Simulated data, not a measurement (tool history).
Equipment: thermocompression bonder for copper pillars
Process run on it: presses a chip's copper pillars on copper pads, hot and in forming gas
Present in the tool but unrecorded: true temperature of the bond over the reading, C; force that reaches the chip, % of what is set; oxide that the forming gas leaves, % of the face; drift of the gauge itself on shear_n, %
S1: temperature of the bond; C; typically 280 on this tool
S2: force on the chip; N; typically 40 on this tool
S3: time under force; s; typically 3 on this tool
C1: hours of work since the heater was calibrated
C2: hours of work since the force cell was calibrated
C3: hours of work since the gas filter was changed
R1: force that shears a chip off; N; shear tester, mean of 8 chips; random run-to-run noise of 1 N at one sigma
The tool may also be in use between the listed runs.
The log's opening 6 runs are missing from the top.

run 7 hour=249.9 | S1=307 S2=40 S3=3 | C1=989 C2=305 C3=130 | R1=114.7
run 8 hour=291.1 | S1=307 S2=40 S3=3 | C1=1018 C2=335 C3=160 | R1=115.6
-- hour=311.6 forming gas filter changed
run 9 hour=323.3 | S1=302 S2=40 S3=3 | C1=1041 C2=358 C3=8 | R1=117.1
run 10 hour=375.9 | S1=280 S2=40 S3=3 | C1=1079 C2=396 C3=46 | R1=96.7
run 11 hour=400.6 | S1=280 S2=40 S3=3 | C1=1097 C2=414 C3=64 | R1=96.5
run 12 hour=422 | S1=280 S2=40 S3=3 | C1=1113 C2=429 C3=80 | R1=94.5
run 13 hour=471.9 | S1=280 S2=40 S3=3 | C1=1149 C2=465 C3=116 | R1=96.9
run 14 hour=519.2 | S1=280 S2=40 S3=3 | C1=1183 C2=500 C3=150 | R1=97.8
run 15 hour=548.3 | S1=280 S2=40 S3=3 | C1=1204 C2=521 C3=171 | R1=95
-- hour=553.1 forming gas filter changed
run 16 hour=593 | S1=280 S2=40 S3=3 | C1=1236 C2=552 C3=29 | R1=98.7
run 17 hour=627.7 | S1=251 S2=46 S3=3 | C1=1261 C2=578 C3=54 | R1=73.7
run 18 hour=667.3 | S1=298 S2=25 S3=4 | C1=1290 C2=606 C3=83 | R1=102.1
-- hour=692.4 heater calibrated with a thermocouple chip
run 19 hour=715.6 | S1=298 S2=25 S3=4 | C1=17 C2=640 C3=116 | R1=89.9
run 20 hour=760.4 | S1=274 S2=25 S3=3 | C1=49 C2=672 C3=148 | R1=60.9
run 21 hour=783.1 | S1=274 S2=25 S3=3 | C1=66 C2=688 C3=165 | R1=61.8
-- hour=795.6 forming gas filter changed
run 22 hour=829.4 | S1=274 S2=25 S3=2 | C1=99 C2=721 C3=24 | R1=55.3
run 23 hour=860.5 | S1=286 S2=42 S3=7 | C1=121 C2=744 C3=47 | R1=111.8
run 24 hour=899.9 | S1=267 S2=58 S3=5 | C1=150 C2=772 C3=75 | R1=98
run 25 hour=943.8 | S1=267 S2=33 S3=2 | C1=181 C2=804 C3=107 | R1=57.5
run 26 hour=984.5 | S1=307 S2=27 S3=2 | C1=211 C2=834 C3=136 | R1=86.3
run 27 hour=1020 | S1=307 S2=27 S3=2 | C1=236 C2=859 C3=162 | R1=87.5
-- hour=1037.3 forming gas filter changed
run 28 hour=1069.9 | S1=282 S2=40 S3=5 | C1=272 C2=895 C3=24 | R1=103.1
run 29 hour=1116 | S1=280 S2=49 S3=3 | C1=305 C2=928 C3=57 | R1=95.9
run 30 hour=1152.9 | S1=280 S2=49 S3=5 | C1=332 C2=955 C3=84 | R1=107
run 31 hour=1179.7 | S1=280 S2=33 S3=4 | C1=351 C2=974 C3=103 | R1=86.7

The next listed run, before its measurement:
-- hour=1197.3 force cell calibrated
run 32 hour=1226.5 | S1=309 S2=42 S3=3 | C1=384 C2=21 C3=136 | R1=?

Logged for run 32: R1 116 N.
Had the tool carried no hidden state, the very same run would have given R1 116.6 N.
